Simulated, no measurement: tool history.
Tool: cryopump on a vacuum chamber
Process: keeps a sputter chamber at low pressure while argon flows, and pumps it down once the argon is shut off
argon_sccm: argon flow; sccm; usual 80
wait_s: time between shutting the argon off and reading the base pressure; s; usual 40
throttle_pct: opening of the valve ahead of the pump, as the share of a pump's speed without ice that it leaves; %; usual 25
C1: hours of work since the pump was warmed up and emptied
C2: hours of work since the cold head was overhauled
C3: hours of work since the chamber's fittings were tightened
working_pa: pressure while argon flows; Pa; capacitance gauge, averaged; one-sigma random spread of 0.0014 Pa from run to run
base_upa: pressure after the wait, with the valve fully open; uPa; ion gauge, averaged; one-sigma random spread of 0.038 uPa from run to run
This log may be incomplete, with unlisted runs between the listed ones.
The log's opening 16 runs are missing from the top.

run 17 hour=1061.5 | argon_sccm=97 wait_s=43 throttle_pct=25 | C1=311 C2=1350 C3=1281 | working_pa=0.4284 base_upa=3.16
run 18 hour=1126.1 | argon_sccm=97 wait_s=43 throttle_pct=25 | C1=363 C2=1403 C3=1333 | working_pa=0.4322 base_upa=3.36
-- hour=1175.1 leaking fittings of the chamber tightened, without venting
run 19 hour=1210.6 | argon_sccm=80 wait_s=27 throttle_pct=25 | C1=430 C2=1470 C3=29 | working_pa=0.3636 base_upa=3.15
run 20 hour=1284.9 | argon_sccm=51 wait_s=27 throttle_pct=16 | C1=490 C2=1530 C3=89 | working_pa=0.3527 base_upa=3.27
-- hour=1328 pump warmed up, emptied and cooled again
run 21 hour=1349.1 | argon_sccm=59 wait_s=230 throttle_pct=26 | C1=17 C2=1578 C3=137 | working_pa=0.239 base_upa=0.62
run 22 hour=1417.6 | argon_sccm=59 wait_s=40 throttle_pct=21 | C1=73 C2=1634 C3=193 | working_pa=0.2994 base_upa=2.32
run 23 hour=1466.7 | argon_sccm=80 wait_s=148 throttle_pct=25 | C1=113 C2=1673 C3=233 | working_pa=0.3429 base_upa=0.88
run 24 hour=1532.5 | argon_sccm=70 wait_s=79 throttle_pct=22 | C1=166 C2=1727 C3=286 | working_pa=0.3432 base_upa=1.47
run 25 hour=1594.7 | argon_sccm=80 wait_s=179 throttle_pct=25 | C1=216 C2=1777 C3=337 | working_pa=0.3491 base_upa=0.91
run 26 hour=1669.3 | argon_sccm=137 wait_s=40 throttle_pct=25 | C1=277 C2=1838 C3=397 | working_pa=0.6017 base_upa=2.56
run 27 hour=1740.8 | argon_sccm=64 wait_s=49 throttle_pct=22 | C1=335 C2=1896 C3=455 | working_pa=0.3202 base_upa=2.28
run 28 hour=1814.9 | argon_sccm=64 wait_s=49 throttle_pct=22 | C1=395 C2=1956 C3=515 | working_pa=0.3251 base_upa=2.32
run 29 hour=1878.3 | argon_sccm=64 wait_s=49 throttle_pct=22 | C1=447 C2=2008 C3=567 | working_pa=0.3237 base_upa=2.37
run 30 hour=1918.8 | argon_sccm=104 wait_s=40 throttle_pct=25 | C1=480 C2=2040 C3=600 | working_pa=0.4727 base_upa=2.8
-- hour=1972.7 pump warmed up, emptied and cooled again
run 31 hour=1974 | argon_sccm=104 wait_s=40 throttle_pct=25 | C1=1 C2=2081 C3=640 | working_pa=0.442 base_upa=2.58
run 32 hour=2022.4 | argon_sccm=63 wait_s=20 throttle_pct=23 | C1=40 C2=2121 C3=680 | working_pa=0.29 base_upa=4.64
run 33 hour=2065.3 | argon_sccm=80 wait_s=40 throttle_pct=47 | C1=75 C2=2155 C3=715 | working_pa=0.1832 base_upa=2.68

Consider 5 possible next runs. They are alternatives, not a sequence: every one starts from the tool as it was left by run 33. What does each give?
run A hour=2105.3 | argon_sccm=75 wait_s=27 throttle_pct=38 | C1=108 C2=2188 C3=747 | working_pa=? base_upa=?
run B hour=2105.3 | argon_sccm=101 wait_s=40 throttle_pct=28 | C1=108 C2=2188 C3=747 | working_pa=? base_upa=?
run C hour=2105.3 | argon_sccm=80 wait_s=36 throttle_pct=25 | C1=108 C2=2188 C3=747 | working_pa=? base_upa=?
run D hour=2105.3 | argon_sccm=80 wait_s=20 throttle_pct=22 | C1=108 C2=2188 C3=747 | working_pa=? base_upa=?
run E hour=2105.3 | argon_sccm=69 wait_s=40 throttle_pct=47 | C1=108 C2=2188 C3=747 | working_pa=? base_upa=?

run=A working_pa=0.2131 base_upa=3.61
run=B working_pa=0.3872 base_upa=2.72
run=C working_pa=0.3414 base_upa=2.97
run=D working_pa=0.3887 base_upa=4.73
run=E working_pa=0.1602 base_upa=2.75
Had the tool no hidden state, the same runs would have come out as:
run=A working_pa=0.2069 base_upa=3.05
run=B working_pa=0.3788 base_upa=2.15
run=C working_pa=0.3348 base_upa=2.39
run=D working_pa=0.382 base_upa=4.16
run=E working_pa=0.1545 base_upa=2.17
